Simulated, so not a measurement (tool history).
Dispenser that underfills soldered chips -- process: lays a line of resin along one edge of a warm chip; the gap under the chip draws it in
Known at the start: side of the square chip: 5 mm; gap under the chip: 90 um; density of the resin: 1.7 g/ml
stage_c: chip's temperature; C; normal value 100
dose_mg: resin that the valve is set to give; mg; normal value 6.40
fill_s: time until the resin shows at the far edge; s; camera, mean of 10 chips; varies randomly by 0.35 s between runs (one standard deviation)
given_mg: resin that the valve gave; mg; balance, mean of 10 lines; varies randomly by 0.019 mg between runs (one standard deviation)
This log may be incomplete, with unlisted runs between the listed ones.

run	day	stage_c	dose_mg	fill_s	given_mg
1	0.000	100	6.40	27.3	6.27
2	0.358	100	6.40	40.3	6.34
3	0.662	100	6.03	22.4	5.97
4	1.304	97	6.40	19.4	6.27
5	1.812	97	6.40	36.2	6.27
6	2.325	100	6.40	20.3	6.30
7	2.725	100	6.40	34.2	6.24
8	3.038	100	6.40	17.7	6.22
9	3.704	100	6.40	41.1	6.22
10	4.167	95	6.40	33.1	6.14
11	4.679	95	6.40	61.0	6.18
12	5.438	95	6.40	50.3	6.38
13	5.762	100	6.40	22.5	6.32
14	6.492	100	6.14	18.9	6.10
15	6.967	110	6.40	22.6	6.33
16	7.671	110	6.40	18.3	6.30
17	8.312	100	6.71	23.1	6.56
18	8.929	100	6.71	19.6	6.52
19	9.546	103	5.80	35.2	5.62
20	10.221	86	7.49	59.4	7.28
21	10.904	86	7.49	50.9	7.27
22	11.233	89	5.71	66.9	5.52
23	11.783	89	5.71	47.3	5.46
24	12.412	94	7.89	28.1	7.86
25	13.054	94	7.89	59.2	7.85
26	13.500	90	7.62	44.7	7.56
27	13.808	115	6.64	22.5	6.57
28	14.233	114	7.20	15.2	7.13
29	14.646	93	7.40	56.8	7.30
30	15.050	93	7.40	35.9	7.31
31	15.650	105	5.42	16.3	5.31
32	16.233	96	5.96	48.0	5.84
33	16.729	110	7.80	17.2	7.60
34	17.467	102	5.77	21.3	5.60

Not shown: 24 entries that the log had between the listed runs. Between which runs, and how does the tool's hidden state differ before and after?
Run 2 -> run 3: new syringe of resin (day 0.471)
  resin's viscosity, % of fresh resin's: 233.5 -> 127.1; dose that the valve gives, % of what is set: 98.64 -> 98.47; true chip temperature over the reading, C: 1.86 -> 1.89
  measured minus no-state result, fill_s: +21.9 -> +3.4 s; given_mg: -0.08 -> -0.09 mg
Run 3 -> run 4: new syringe of resin (day 1.304)
  resin's viscosity, % of fresh resin's: 127.1 -> 98.9; dose that the valve gives, % of what is set: 98.47 -> 98.12; true chip temperature over the reading, C: 1.89 -> 1.94
  measured minus no-state result, fill_s: +3.4 -> -1.8 s; given_mg: -0.09 -> -0.12 mg
Run 5 -> run 6: new syringe of resin (day 2.167)
  resin's viscosity, % of fresh resin's: 181.3 -> 120.5; dose that the valve gives, % of what is set: 97.84 -> 97.58; true chip temperature over the reading, C: 1.98 -> 2.02
  measured minus no-state result, fill_s: +14.6 -> +2.0 s; given_mg: -0.14 -> -0.15 mg
Run 7 -> run 8: new syringe of resin (day 3.012)
  resin's viscosity, % of fresh resin's: 193.9 -> 103.4; dose that the valve gives, % of what is set: 97.38 -> 97.24; true chip temperature over the reading, C: 2.06 -> 2.08
  measured minus no-state result, fill_s: +14.8 -> -1.0 s; given_mg: -0.17 -> -0.17 mg
Run 8 -> run 9: stage's temperature calibrated (day 3.238)
  resin's viscosity, % of fresh resin's: 103.4 -> 217.7; dose that the valve gives, % of what is set: 97.24 -> 96.92; true chip temperature over the reading, C: 2.08 -> -0.22
  measured minus no-state result, fill_s: -1.0 -> +22.6 s; given_mg: -0.17 -> -0.20 mg
Run 9 -> run 10: new syringe of resin (day 3.892)
  resin's viscosity, % of fresh resin's: 217.7 -> 137.9; dose that the valve gives, % of what is set: 96.92 -> 96.67; true chip temperature over the reading, C: -0.22 -> -0.18
  measured minus no-state result, fill_s: +22.6 -> +9.4 s; given_mg: -0.20 -> -0.21 mg
Run 11 -> run 12: new syringe of resin (day 4.754); dispensing valve cleaned and set on the balance (day 5.129)
  resin's viscosity, % of fresh resin's: 253.7 -> 214.4; dose that the valve gives, % of what is set: 96.38 -> 99.54; true chip temperature over the reading, C: -0.14 -> -0.08
  measured minus no-state result, fill_s: +36.7 -> +26.8 s; given_mg: -0.23 -> -0.03 mg
Run 12 -> run 13: new syringe of resin (day 5.621)
  resin's viscosity, % of fresh resin's: 214.4 -> 118.2; dose that the valve gives, % of what is set: 99.54 -> 99.38; true chip temperature over the reading, C: -0.08 -> -0.06
  measured minus no-state result, fill_s: +26.8 -> +3.5 s; given_mg: -0.03 -> -0.04 mg
Run 13 -> run 14: new syringe of resin (day 6.471)
  resin's viscosity, % of fresh resin's: 118.2 -> 100.8; dose that the valve gives, % of what is set: 99.38 -> 99.03; true chip temperature over the reading, C: -0.06 -> 0
  measured minus no-state result, fill_s: +3.5 -> +0.2 s; given_mg: -0.04 -> -0.06 mg
Run 15 -> run 16: new syringe of resin (day 7.308)
  resin's viscosity, % of fresh resin's: 177.2 -> 152.7; dose that the valve gives, % of what is set: 98.79 -> 98.45; true chip temperature over the reading, C: 0.04 -> 0.1
  measured minus no-state result, fill_s: +9.8 -> +6.5 s; given_mg: -0.08 -> -0.10 mg
Run 16 -> run 17: new syringe of resin (day 8.125)
  resin's viscosity, % of fresh resin's: 152.7 -> 126; dose that the valve gives, % of what is set: 98.45 -> 98.13; true chip temperature over the reading, C: 0.1 -> 0.15
  measured minus no-state result, fill_s: +6.5 -> +4.8 s; given_mg: -0.10 -> -0.12 mg
Run 17 -> run 18: new syringe of resin (day 8.929)
  resin's viscosity, % of fresh resin's: 126 -> 100.8; dose that the valve gives, % of what is set: 98.13 -> 97.8; true chip temperature over the reading, C: 0.15 -> 0.2
  measured minus no-state result, fill_s: +4.8 -> +0.1 s; given_mg: -0.12 -> -0.15 mg
Run 19 -> run 20: new syringe of resin (day 9.750)
  resin's viscosity, % of fresh resin's: 209.9 -> 171.2; dose that the valve gives, % of what is set: 97.49 -> 97.16; true chip temperature over the reading, C: 0.25 -> 0.3
  measured minus no-state result, fill_s: +18.1 -> +24.4 s; given_mg: -0.14 -> -0.21 mg
Run 20 -> run 21: new syringe of resin (day 10.575)
  resin's viscosity, % of fresh resin's: 171.2 -> 147.5; dose that the valve gives, % of what is set: 97.16 -> 96.79; true chip temperature over the reading, C: 0.3 -> 0.35
  measured minus no-state result, fill_s: +24.4 -> +15.7 s; given_mg: -0.21 -> -0.24 mg
Run 22 -> run 23: new syringe of resin (day 11.417)
  resin's viscosity, % of fresh resin's: 218.7 -> 155.6; dose that the valve gives, % of what is set: 96.63 -> 96.34; true chip temperature over the reading, C: 0.38 -> 0.42
  measured minus no-state result, fill_s: +36.2 -> +16.7 s; given_mg: -0.19 -> -0.21 mg
Run 23 -> run 24: dispensing valve cleaned and set on the balance (day 11.988); new syringe of resin (day 12.279)
  resin's viscosity, % of fresh resin's: 155.6 -> 118; dose that the valve gives, % of what is set: 96.34 -> 99.77; true chip temperature over the reading, C: 0.42 -> 0.46
  measured minus no-state result, fill_s: +16.7 -> +3.8 s; given_mg: -0.21 -> -0.02 mg
Run 25 -> run 26: new syringe of resin (day 13.121)
  resin's viscosity, % of fresh resin's: 253.1 -> 157; dose that the valve gives, % of what is set: 99.45 -> 99.21; true chip temperature over the reading, C: 0.51 -> 0.55
  measured minus no-state result, fill_s: +35.5 -> +15.6 s; given_mg: -0.04 -> -0.06 mg
Run 27 -> run 28: new syringe of resin (day 13.933)
  resin's viscosity, % of fresh resin's: 226.2 -> 142.9; dose that the valve gives, % of what is set: 99.05 -> 98.84; true chip temperature over the reading, C: 0.58 -> 0.61
  measured minus no-state result, fill_s: +12.4 -> +4.3 s; given_mg: -0.07 -> -0.08 mg
Run 29 -> run 30: new syringe of resin (day 14.767)
  resin's viscosity, % of fresh resin's: 233.2 -> 142.8; dose that the valve gives, % of what is set: 98.65 -> 98.47; true chip temperature over the reading, C: 0.64 -> 0.67
  measured minus no-state result, fill_s: +32.0 -> +10.1 s; given_mg: -0.10 -> -0.12 mg
Run 30 -> run 31: new syringe of resin (day 15.583)
  resin's viscosity, % of fresh resin's: 142.8 -> 107.9; dose that the valve gives, % of what is set: 98.47 -> 98.18; true chip temperature over the reading, C: 0.67 -> 0.72
  measured minus no-state result, fill_s: +10.1 -> +0.8 s; given_mg: -0.12 -> -0.10 mg
Run 32 -> run 33: new syringe of resin (day 16.429)
  resin's viscosity, % of fresh resin's: 216.1 -> 143.5; dose that the valve gives, % of what is set: 97.89 -> 97.62; true chip temperature over the reading, C: 0.77 -> 0.81
  measured minus no-state result, fill_s: +25.0 -> +4.8 s; given_mg: -0.13 -> -0.19 mg
Run 33 -> run 34: new syringe of resin (day 17.271)
  resin's viscosity, % of fresh resin's: 143.5 -> 127.1; dose that the valve gives, % of what is set: 97.62 -> 97.25; true chip temperature over the reading, C: 0.81 -> 0.86
  measured minus no-state result, fill_s: +4.8 -> +4.1 s; given_mg: -0.19 -> -0.16 mg
